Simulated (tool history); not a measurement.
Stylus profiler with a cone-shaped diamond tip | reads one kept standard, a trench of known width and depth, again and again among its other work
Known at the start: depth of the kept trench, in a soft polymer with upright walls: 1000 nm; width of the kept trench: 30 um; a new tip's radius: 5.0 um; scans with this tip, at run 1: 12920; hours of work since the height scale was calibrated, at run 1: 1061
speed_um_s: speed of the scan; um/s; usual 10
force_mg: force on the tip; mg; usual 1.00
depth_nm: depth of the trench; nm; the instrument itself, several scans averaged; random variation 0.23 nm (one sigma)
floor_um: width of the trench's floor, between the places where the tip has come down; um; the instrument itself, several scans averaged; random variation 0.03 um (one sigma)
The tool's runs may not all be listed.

run    hour  speed_um_s  force_mg  scans with this tip  hours of work since the height scale was calibrated  depth_nm  floor_um
  1     0.0          10      1.00                12920                                                 1061   1003.28     20.25
  2    81.1          40      1.00                13557                                                 1113   1003.13     19.80
  3   177.1          40      1.00                14310                                                 1175   1002.70     19.59
      279.6  -- new tip fitted, height scale calibrated
  4   296.5          40      1.00                  132                                                   11   1008.65     23.42
  5   409.0          40      1.00                 1015                                                   83   1008.36     23.05
  6   495.9          40      1.00                 1697                                                  139   1007.86     22.85
  7   573.0          40      1.00                 2302                                                  189   1007.57     22.59
  8   655.0          40      1.00                 2946                                                  242   1007.32     22.42
  9   718.3          40      1.49                 3442                                                  283   1009.79     22.31
 10   826.3          40      1.49                 4290                                                  352   1009.48     22.05
 11   887.6          40      1.49                 4771                                                  392   1008.99     21.92
 12   950.5          40      1.49                 5264                                                  432   1009.08     21.82
 13  1068.9          40      1.49                 6193                                                  509   1008.67     21.47
 14  1123.9          40      1.49                 6625                                                  544   1008.86     21.42
 15  1191.6           4      1.42                 7156                                                  588   1007.82     21.46
 16  1278.9          16      0.37                 7841                                                  644   1001.84     21.07
 17  1353.7           4      0.36                 8428                                                  692   1001.26     21.08
 18  1412.8           4      0.36                 8892                                                  730   1001.27     20.98
 19  1502.2           4      0.36                 9594                                                  788   1000.95     20.80
 20  1593.4           4      0.36                10309                                                  847   1000.79     20.65
 21  1707.3           4      0.36                11203                                                  920   1000.57     20.39
 22  1790.1           4      0.36                11853                                                  973   1000.44     20.18
 23  1902.0           4      0.36                12731                                                 1045    999.67     20.03
 24  1955.1           4      0.36                13148                                                 1080    999.88     19.90

Forecast each of these 5 alternatives for the next run:
  A  2037.1           7      0.41                13791                                                 1132         ?         ?
  B  2037.1           4      1.10                13791                                                 1132         ?         ?
  C  2037.1           2      0.66                13791                                                 1132         ?         ?
  D  2037.1           4      0.93                13791                                                 1132         ?         ?
  E  2037.1          10      1.73                13791                                                 1132         ?         ?

run  depth_nm  floor_um
  A    999.82     19.71
  B   1003.96     19.72
  C   1001.51     19.76
  D   1003.09     19.75
  E   1007.01     19.74
Without the tool's hidden state the same runs would have given:
run  depth_nm  floor_um
  A   1004.61     23.91
  B   1008.76     23.92
  C   1006.30     23.96
  D   1007.90     23.95
  E   1011.83     23.94
